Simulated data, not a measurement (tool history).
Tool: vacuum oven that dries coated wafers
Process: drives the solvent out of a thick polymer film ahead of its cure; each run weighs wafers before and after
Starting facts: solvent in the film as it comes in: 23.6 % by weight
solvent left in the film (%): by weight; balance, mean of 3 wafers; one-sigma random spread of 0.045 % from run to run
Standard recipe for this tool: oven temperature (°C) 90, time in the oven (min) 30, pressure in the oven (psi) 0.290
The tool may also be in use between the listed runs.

| run | hour | oven temperature (°C) | time in the oven (min) | pressure in the oven (psi) | solvent left in the film (%) |
|---|---|---|---|---|---|
| 1 | 0.0 | 90 | 30 | 0.290 | 3.99 |
| 2 | 75.9 | 91 | 30 | 0.290 | 3.59 |
| 3 | 154.1 | 91 | 30 | 0.290 | 3.57 |
| 4 | 268.6 | 79 | 30 | 0.290 | 9.54 |
| 5 | 343.1 | 79 | 30 | 0.290 | 9.39 |
| 6 | 460.3 | 79 | 30 | 0.290 | 9.42 |
| 7 | 547.2 | 79 | 30 | 0.290 | 9.19 |
|  | 600.7 | vacuum gauge cleaned of residue and calibrated |
| 8 | 600.9 | 79 | 30 | 0.290 | 9.11 |
| 9 | 650.1 | 79 | 30 | 0.290 | 8.92 |
| 10 | 709.5 | 90 | 19 | 0.290 | 6.30 |
| 11 | 765.3 | 79 | 35 | 0.271 | 8.08 |
| 12 | 843.1 | 90 | 30 | 0.329 | 3.65 |
| 13 | 911.9 | 87 | 26 | 0.793 | 7.24 |
| 14 | 1021.0 | 85 | 30 | 1.137 | 8.57 |
|  | 1101.6 | oven's thermocouples calibrated |
| 15 | 1102.6 | 103 | 47 | 0.265 | 0.69 |
| 16 | 1201.0 | 103 | 47 | 0.265 | 0.66 |
| 17 | 1313.6 | 80 | 30 | 0.290 | 9.35 |
| 18 | 1409.6 | 76 | 30 | 0.468 | 12.10 |
| 19 | 1514.8 | 90 | 17 | 0.757 | 8.77 |
| 20 | 1617.7 | 77 | 16 | 0.497 | 14.75 |

Predict each of these 3 candidate next runs independently; none follows another, all start after run 20:
| A | 1727.0 | 77 | 36 | 0.187 | ? |
| B | 1727.0 | 88 | 25 | 0.944 | ? |
| C | 1727.0 | 92 | 30 | 0.290 | ? |

| run | solvent left in the film (%) |
|---|---|
| A | 9.17 |
| B | 8.00 |
| C | 3.24 |
With the hidden condition removed and each run's random variation left untouched, the same runs would have given:
| run | solvent left in the film (%) |
|---|---|
| A | 9.48 |
| B | 8.33 |
| C | 3.45 |
